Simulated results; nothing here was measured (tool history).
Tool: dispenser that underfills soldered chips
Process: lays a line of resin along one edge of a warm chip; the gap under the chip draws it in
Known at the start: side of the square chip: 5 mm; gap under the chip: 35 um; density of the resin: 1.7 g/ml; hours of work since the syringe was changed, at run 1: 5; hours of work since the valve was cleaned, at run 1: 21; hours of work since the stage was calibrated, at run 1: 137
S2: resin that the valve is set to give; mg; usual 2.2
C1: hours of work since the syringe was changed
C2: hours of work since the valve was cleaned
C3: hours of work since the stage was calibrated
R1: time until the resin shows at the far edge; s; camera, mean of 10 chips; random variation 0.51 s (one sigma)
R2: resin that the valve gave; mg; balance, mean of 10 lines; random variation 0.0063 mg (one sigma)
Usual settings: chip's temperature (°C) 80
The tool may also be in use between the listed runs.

Run 1, hour 0: usual settings; C1 5; C2 21; C3 137. Result: R1 59.8 s, R2 2.173 mg.
At hour 0.6: new syringe of resin.
Run 2, hour 3.8: usual settings; C1 2; C2 24; C3 140. Result: R1 51 s, R2 2.158 mg.
At hour 7.9: new syringe of resin.
Run 3, hour 8.1: usual settings; C1 0; C2 27; C3 143. Result: R1 44.5 s, R2 2.157 mg.
Run 4, hour 12.6: usual settings; C1 4; C2 30; C3 146. Result: R1 54 s, R2 2.155 mg.
At hour 15.3: new syringe of resin.
Run 5, hour 19.6: usual settings but S2 2.28 mg; C1 3; C2 35; C3 152. Result: R1 53.3 s, R2 2.24 mg.
At hour 22.9: new syringe of resin.
Run 6, hour 23.8: usual settings but S2 2.28 mg; C1 1; C2 38; C3 155. Result: R1 44.3 s, R2 2.236 mg.
Run 7, hour 26.9: usual settings but S2 2.28 mg; C1 3; C2 41; C3 157. Result: R1 51.5 s, R2 2.224 mg.
At hour 30.5: new syringe of resin.
Run 8, hour 34.1: usual settings but S2 2.28 mg; C1 3; C2 46; C3 162. Result: R1 51.4 s, R2 2.202 mg.
At hour 37.9: new syringe of resin.
Run 9, hour 40.7: usual settings but chip's temperature (°C) 88, S2 2.28 mg; C1 2; C2 51; C3 167. Result: R1 35.4 s, R2 2.21 mg.
At hour 45.3: new syringe of resin.
Run 10, hour 47.8: usual settings but chip's temperature (°C) 88, S2 2.28 mg; C1 2; C2 56; C3 172. Result: R1 36.5 s, R2 2.191 mg.
At hour 52.9: new syringe of resin.
Run 11, hour 53.2: usual settings but chip's temperature (°C) 77, S2 2.04 mg; C1 0; C2 60; C3 176. Result: R1 51.1 s, R2 1.964 mg.
Run 12, hour 59.6: usual settings but chip's temperature (°C) 77, S2 2.04 mg; C1 5; C2 64; C3 181. Result: R1 69.6 s, R2 1.951 mg.
At hour 60.2: new syringe of resin.
Run 13, hour 64.1: usual settings but chip's temperature (°C) 66, S2 2.63 mg; C1 3; C2 68; C3 184. Result: R1 91.6 s, R2 2.518 mg.

4 ways to go on from here, each from the tool as it stands after run 13. What would each give?
At hour 67.8: new syringe of resin.
Run A, hour 69.1: usual settings but chip's temperature (°C) 79, S2 2.05 mg; C1 1; C2 71; C3 188. Result: R1 ?, R2 ?.
At hour 67.8: new syringe of resin.
Run B, hour 69.1: usual settings but chip's temperature (°C) 67, S2 2.03 mg; C1 1; C2 71; C3 188. Result: R1 ?, R2 ?.
At hour 67.8: new syringe of resin.
Run C, hour 69.1: usual settings but chip's temperature (°C) 70, S2 2.44 mg; C1 1; C2 71; C3 188. Result: R1 ?, R2 ?.
At hour 67.8: new syringe of resin.
Run D, hour 69.1: usual settings but chip's temperature (°C) 68, S2 1.91 mg; C1 1; C2 71; C3 188. Result: R1 ?, R2 ?.

run    R1     R2
  A  47.4  1.956
  B  78.9  1.938
  C  66.4  2.322
  D  77.4  1.807
Without the tool's hidden state the same runs would have given:
run    R1     R2
  A  42.7  2.056
  B  70.8  2.037
  C  60.1  2.441
  D  69.3    1.9
